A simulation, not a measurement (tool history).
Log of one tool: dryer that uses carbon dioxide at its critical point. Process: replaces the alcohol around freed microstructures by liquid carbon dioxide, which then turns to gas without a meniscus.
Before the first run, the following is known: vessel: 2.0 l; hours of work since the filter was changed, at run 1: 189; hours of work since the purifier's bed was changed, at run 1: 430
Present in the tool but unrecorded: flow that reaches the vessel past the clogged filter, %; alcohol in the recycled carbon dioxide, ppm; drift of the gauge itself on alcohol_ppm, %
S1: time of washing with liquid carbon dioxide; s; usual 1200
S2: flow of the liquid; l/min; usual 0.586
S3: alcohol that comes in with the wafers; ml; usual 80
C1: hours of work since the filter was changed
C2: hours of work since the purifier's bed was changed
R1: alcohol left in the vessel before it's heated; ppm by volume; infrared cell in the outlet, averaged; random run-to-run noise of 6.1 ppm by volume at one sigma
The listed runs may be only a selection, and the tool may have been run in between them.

run   hour    S1     S2   S3   C1   C2    R1
  1    0.0  1200  0.586   80  189  430   489
  2   22.5  1200  0.586   80  198  440   479
  3   45.6  1200  0.511   80  209  450   755
  4   63.2  1200  0.708   80  216  457   323
  5   91.1  1200  0.586   80  228  470   526
  6  106.3  1200  0.586  103  235  476   602
  7  125.8  1020  0.586   80  243  485   859
  8  147.2  1200  0.586   23  253  494   314
  9  160.4  1200  0.586   23  258  500   330
 10  173.6  1200  0.586   23  264  505   330
 11  198.6  1200  0.586   23  275  516   330
 12  212.5  1200  0.586   80  281  522   556
 13  232.6  1200  0.586   56  290  531   456
 14  255.4  1200  0.586   80  300  541   555
 15  276.4  1200  0.586   80  309  550   575
 16  301.5  1200  0.586   80  320  561   571
 17  327.0  1200  0.586   80  331  572   592
 18  338.8  1200  0.586   80  336  577   592
 19  350.5  1200  0.558   38  341  582   484
 20  372.5  1320  0.691   38  351  592   314
 21  386.2  1200  0.865   22  357  598   299
     407.9  -- purifier's bed changed
 22  417.3  1200  0.455   65  369    4   790
 23  429.5  1200  0.481   56  374    9   567
 24  452.6  1200  0.594   57  384   19   244
 25  480.4  1200  0.594   57  396   32   263
 26  494.7   900  0.616   57  403   38   709
 27  508.0   780  0.711   80  408   44   981
     519.5  -- inlet filter changed
 28  532.8  1500  0.468   37    6   54   138
 29  559.6  1020  0.586   86   17   66   598
 30  579.4  1020  0.586   86   26   74   581
 31  604.7  1200  0.878   26   37   85    45
 32  622.3  1380  0.483   39   45   93   207
 33  642.7   960  0.503   80   54  102  1222
 34  657.1  1200  0.503   98   60  108   667
 35  679.8  1200  0.740   27   70  118    87

Each row is a separate what-if for the run after 35, all from the same tool condition, not one after another. Results?
  A  692.2  1800  0.381  21  75  123   ?
  B  692.2  1440  0.740  27  75  123   ?
  C  692.2  1920  0.855  39  75  123   ?
  D  692.2  1200  0.736  80  75  123   ?

run   R1
  A  147
  B   61
  C   56
  D  138
Stripped of hidden state, with their random variation kept, the same runs would have yielded:
run  R1
  A  84
  B   6
  C   0
  D  72
